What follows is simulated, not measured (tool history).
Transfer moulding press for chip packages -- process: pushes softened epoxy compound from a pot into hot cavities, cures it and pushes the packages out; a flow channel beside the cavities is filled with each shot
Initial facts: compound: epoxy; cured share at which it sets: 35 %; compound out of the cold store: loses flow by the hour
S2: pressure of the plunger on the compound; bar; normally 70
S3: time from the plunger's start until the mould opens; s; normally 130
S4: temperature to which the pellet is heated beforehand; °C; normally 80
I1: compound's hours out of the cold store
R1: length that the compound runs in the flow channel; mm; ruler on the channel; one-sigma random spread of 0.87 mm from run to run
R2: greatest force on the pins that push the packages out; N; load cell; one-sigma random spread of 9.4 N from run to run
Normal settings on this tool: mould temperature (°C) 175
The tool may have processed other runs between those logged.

Run 1, day 0: usual settings; I1 25.6. Result: R1 552.9 mm, R2 428 N.
Run 2, day 0.758: usual settings; I1 40.4. Result: R1 512.1 mm, R2 428 N.
Run 3, day 1.467: usual settings but S4 88 °C; I1 19.2. Result: R1 569.8 mm, R2 415 N.
Run 4, day 2.725: usual settings but S4 88 °C; I1 43.4. Result: R1 503.9 mm, R2 417 N.
Run 5, day 4.029: usual settings; I1 25.7. Result: R1 553.5 mm, R2 433 N.
Run 6, day 5.283: usual settings; I1 18.9. Result: R1 571.1 mm, R2 424 N.
Run 7, day 6.088: usual settings; I1 32.9. Result: R1 533.1 mm, R2 424 N.
Run 8, day 6.729: usual settings; I1 17.7. Result: R1 574.7 mm, R2 432 N.
Run 9, day 7.571: usual settings; I1 28. Result: R1 547.3 mm, R2 407 N.
Run 10, day 9.117: usual settings; I1 31.9. Result: R1 534.4 mm, R2 419 N.
Run 11, day 10.146: usual settings; I1 15.7. Result: R1 580.4 mm, R2 429 N.
Run 12, day 11.629: usual settings but S2 86.6 bar; I1 10.4. Result: R1 665 mm, R2 427 N.
Run 13, day 12.717: usual settings; I1 29.1. Result: R1 543.2 mm, R2 409 N.
Run 14, day 13.804: usual settings; I1 20.5. Result: R1 567.8 mm, R2 408 N.
Run 15, day 15.312: usual settings; I1 46.2. Result: R1 500.2 mm, R2 409 N.
Run 16, day 16.458: usual settings; I1 11.5. Result: R1 594.4 mm, R2 435 N.
Run 17, day 17.758: usual settings; I1 25.4. Result: R1 554.1 mm, R2 414 N.
Run 18, day 18.429: usual settings; I1 14.5. Result: R1 585.4 mm, R2 420 N.
Run 19, day 19.304: usual settings; I1 32.4. Result: R1 533.7 mm, R2 427 N.
Run 20, day 20.042: usual settings but S2 54.2 bar; I1 31.9. Result: R1 470.8 mm, R2 439 N.
Run 21, day 20.929: usual settings but S2 54.2 bar; I1 15.7. Result: R1 510.4 mm, R2 439 N.
Run 22, day 21.642: usual settings but mould temperature (°C) 177, S2 54.2 bar, S3 117 s, S4 88 °C; I1 35.6. Result: R1 456.5 mm, R2 424 N.
Run 23, day 22.454: usual settings but mould temperature (°C) 177, S2 54.2 bar, S3 117 s, S4 88 °C; I1 38.1. Result: R1 450.6 mm, R2 437 N.
Run 24, day 23.542: usual settings but S2 69.6 bar; I1 14.5. Result: R1 583.4 mm, R2 438 N.
Run 25, day 24.417: usual settings but S2 69.6 bar; I1 19. Result: R1 569.1 mm, R2 427 N.
Run 26, day 25.071: usual settings but S2 69.6 bar; I1 47.7. Result: R1 494 mm, R2 407 N.
Run 27, day 26.125: usual settings but S2 86.9 bar, S4 73 °C; I1 37.4. Result: R1 582.5 mm, R2 406 N.
Run 28, day 27.383: usual settings but S2 86.9 bar, S4 73 °C; I1 36.9. Result: R1 582.1 mm, R2 422 N.
Run 29, day 28.371: usual settings but mould temperature (°C) 171, S2 73.8 bar, S3 149 s, S4 76 °C; I1 41.4. Result: R1 535.5 mm, R2 416 N.

Missing from the log above: 13 entries noted between runs. For each, name the pair of listed runs it sits between and say how the tool's hidden condition differs from the listed run just before to the listed run just after:
Run 1 -> run 2: cavities cleaned with cleaning compound and waxed (day 0.592)
  pressure that reaches the compound, % of what is set: 99.89 -> 99.88; grip of the stained cavities, % over clean ones': 1.6 -> 0.3
Run 4 -> run 5: cavities cleaned with cleaning compound and waxed (day 3.171)
  pressure that reaches the compound, % of what is set: 99.87 -> 99.85; grip of the stained cavities, % over clean ones': 1.6 -> 0.9
Run 6 -> run 7: cavities cleaned with cleaning compound and waxed (day 5.717)
  pressure that reaches the compound, % of what is set: 99.84 -> 99.83; grip of the stained cavities, % over clean ones': 1.5 -> 0.6
Run 9 -> run 10: cavities cleaned with cleaning compound and waxed (day 8.271)
  pressure that reaches the compound, % of what is set: 99.82 -> 99.81; grip of the stained cavities, % over clean ones': 1.5 -> 0.9
Run 11 -> run 12: cavities cleaned with cleaning compound and waxed (day 10.875)
  true mould temperature over the reading, C: 0.01 -> 0.02; pressure that reaches the compound, % of what is set: 99.8 -> 99.78; grip of the stained cavities, % over clean ones': 1.5 -> 0.8
Run 13 -> run 14: plunger's sealing rings changed (day 13.096); cavities cleaned with cleaning compound and waxed (day 13.542)
  pressure that reaches the compound, % of what is set: 99.77 -> 99.99; grip of the stained cavities, % over clean ones': 1.5 -> 0.3
Run 15 -> run 16: cavities cleaned with cleaning compound and waxed (day 16.108)
  pressure that reaches the compound, % of what is set: 99.98 -> 99.96; grip of the stained cavities, % over clean ones': 1.5 -> 0.5
Run 18 -> run 19: cavities cleaned with cleaning compound and waxed (day 18.729)
  pressure that reaches the compound, % of what is set: 99.95 -> 99.94; grip of the stained cavities, % over clean ones': 1.7 -> 0.7
Run 20 -> run 21: mould's thermocouples calibrated (day 20.638)
  true mould temperature over the reading, C: 0.02 -> 0; grip of the stained cavities, % over clean ones': 1.2 -> 1.6
Run 21 -> run 22: cavities cleaned with cleaning compound and waxed (day 21.408)
  true mould temperature over the reading, C: 0 -> 0.01; pressure that reaches the compound, % of what is set: 99.93 -> 99.92; grip of the stained cavities, % over clean ones': 1.6 -> 0.3
Run 24 -> run 25: cavities cleaned with cleaning compound and waxed (day 24.017)
  pressure that reaches the compound, % of what is set: 99.9 -> 99.89; grip of the stained cavities, % over clean ones': 1.6 -> 0.5
Run 27 -> run 28: cavities cleaned with cleaning compound and waxed (day 26.604)
  pressure that reaches the compound, % of what is set: 99.88 -> 99.87; grip of the stained cavities, % over clean ones': 1.6 -> 0.8
